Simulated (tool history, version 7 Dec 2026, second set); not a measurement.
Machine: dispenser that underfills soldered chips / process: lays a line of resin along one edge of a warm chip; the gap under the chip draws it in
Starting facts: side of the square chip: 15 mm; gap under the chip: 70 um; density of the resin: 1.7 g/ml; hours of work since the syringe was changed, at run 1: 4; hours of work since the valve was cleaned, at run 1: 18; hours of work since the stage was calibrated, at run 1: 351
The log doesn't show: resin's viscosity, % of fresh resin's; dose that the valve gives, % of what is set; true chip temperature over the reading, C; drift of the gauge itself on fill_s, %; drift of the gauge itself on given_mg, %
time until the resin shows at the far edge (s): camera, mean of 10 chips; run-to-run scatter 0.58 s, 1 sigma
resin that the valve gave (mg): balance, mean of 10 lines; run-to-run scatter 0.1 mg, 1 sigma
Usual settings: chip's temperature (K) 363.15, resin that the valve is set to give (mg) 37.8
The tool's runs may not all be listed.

run   hour  chip's temperature (K)  resin that the valve is set to give (mg)  hours of work since the syringe was changed  hours of work since the valve was cleaned  hours of work since the stage was calibrated  time until the resin shows at the far edge (s)  resin that the valve gave (mg)
  1      0                  363.15                                      37.8                                            4                                         18                                           351                                            63.5                           37.38
       6.5  -- new syringe of resin
  2   14.8                  363.15                                      37.8                                            5                                         27                                           359                                              68                           37.15
      20.8  -- new syringe of resin
  3   26.2                  363.15                                      37.8                                            3                                         34                                           366                                              63                           37.16
      34.2  -- new syringe of resin
  4   36.8                  363.15                                      37.8                                            2                                         40                                           372                                            56.8                           36.88
  5     45                  365.15                                      37.8                                            7                                         45                                           377                                            65.3                           36.92
      48.3  -- new syringe of resin
  6   58.8                  363.15                                      39.3                                            6                                         53                                           386                                            71.5                           38.05
      61.3  -- dispensing valve cleaned and set on the balance
      63.6  -- new syringe of resin
  7     74                  363.15                                      39.3                                            6                                          7                                           394                                            71.5                           38.89
      76.9  -- new syringe of resin
  8   84.7                  363.15                                      39.3                                            5                                         14                                           400                                            65.6                           38.85
      90.7  -- new syringe of resin
  9   95.2                  377.15                                      37.8                                            3                                         20                                           406                                            32.5                           37.32
 10    103                  350.15                                      37.8                                            7                                         25                                           411                                           148.3                           37.04
     104.1  -- new syringe of resin
 11  116.2                  350.15                                      48.9                                            7                                         32                                           419                                           134.6                            47.9
     117.6  -- new syringe of resin
 12  129.4                  363.15                                      40.5                                            7                                         40                                           427                                            74.9                           39.35
     131.3  -- new syringe of resin
 13  139.3                  363.15                                      32.3                                            5                                         46                                           432                                            69.9                           31.36
     145.3  -- new syringe of resin
 14  147.5                  367.15                                      37.8                                            1                                         51                                           437                                            47.6                           36.53
       153  -- dispensing valve cleaned and set on the balance
 15  158.3                  367.15                                      37.8                                            7                                          3                                           443                                              62                           37.64
       160  -- new syringe of resin
 16  167.5                  370.15                                      37.8                                            5                                          9                                           449                                            47.6                           37.57
     174.2  -- new syringe of resin
 17  179.2                  370.15                                      37.8                                            3                                         15                                           455                                            43.7                           37.25
     188.6  -- new syringe of resin
 18  190.2                  370.15                                      37.8                                            1                                         22                                           462                                            39.5                           37.27
     202.4  -- new syringe of resin
 19  203.8                  370.15                                      37.8                                            1                                         30                                           470                                            39.5                            37.2
     216.1  -- new syringe of resin
 20  217.4                  356.15                                      34.2                                            1                                         38                                           478                                            81.4                           33.32
 21  223.3                  368.15                                      37.8                                            4                                         42                                           482                                            52.1                           36.87
     230.3  -- new syringe of resin
 22  236.6                  368.15                                      37.8                                            4                                         49                                           489                                            51.1                           36.65
     243.6  -- new syringe of resin
     244.6  -- dispensing valve cleaned and set on the balance
 23  252.7                  362.15                                      35.4                                            5                                          5                                           498                                              73                           35.25
       259  -- new syringe of resin
 24  259.8                  354.15                                      44.6                                            0                                          9                                           502                                            81.3                            44.3
 25  271.1                  363.15                                      37.6                                            7                                         16                                           509                                            74.8                           37.14
     272.3  -- new syringe of resin
 26  278.6                  363.15                                      37.6                                            4                                         20                                           514                                              65                           37.24
       286  -- new syringe of resin
 27    287                  363.15                                      32.8                                            1                                         25                                           518                                            57.4                            32.3
 28  295.4                  358.15                                        38                                            6                                         30                                           524                                            91.8                           37.43
     299.4  -- new syringe of resin
 29  309.8                  357.15                                        44                                            6                                         39                                           532                                            97.1                           42.79
     312.8  -- new syringe of resin
 30  319.2                  362.15                                      34.5                                            4                                         44                                           538                                            71.6                           33.55
     326.9  -- new syringe of resin
 31    327                  373.15                                      34.5                                            0                                         49                                           542                                            34.7                           33.41
     336.9  -- dispensing valve cleaned and set on the balance
 32    340                  362.15                                      42.4                                            7                                          2                                           549                                            79.2                           42.22
     341.4  -- new syringe of resin
 33  352.5                  363.15                                      36.7                                            7                                          9                                           557                                            77.1                           36.31
     355.5  -- new syringe of resin
 34  361.7                  349.15                                      44.3                                            4                                         15                                           562                                           129.6                           43.88

4 ways to go on from here, each from the tool as it stands after run 34. What would each give?
     369.9  -- new syringe of resin
  A  370.5                  376.15                                      46.5                                            0                                         20                                           567                                               ?                               ?
     369.9  -- new syringe of resin
  B  370.5                  360.15                                        42                                            0                                         20                                           567                                               ?                               ?
     369.9  -- new syringe of resin
  C  370.5                  373.15                                      45.9                                            0                                         20                                           567                                               ?                               ?
     369.9  -- new syringe of resin
  D  370.5                  363.15                                      39.3                                            0                                         20                                           567                                               ?                               ?

run  time until the resin shows at the far edge (s)  resin that the valve gave (mg)
  A                                            28.7                           45.81
  B                                            62.7                           41.39
  C                                            33.6                           45.23
  D                                            55.1                           38.79
Stripped of hidden state, with their random variation kept, the same runs would have yielded:
run  time until the resin shows at the far edge (s)  resin that the valve gave (mg)
  A                                            25.8                           46.49
  B                                            55.7                              42
  C                                            30.1                           45.89
  D                                              49                           39.36
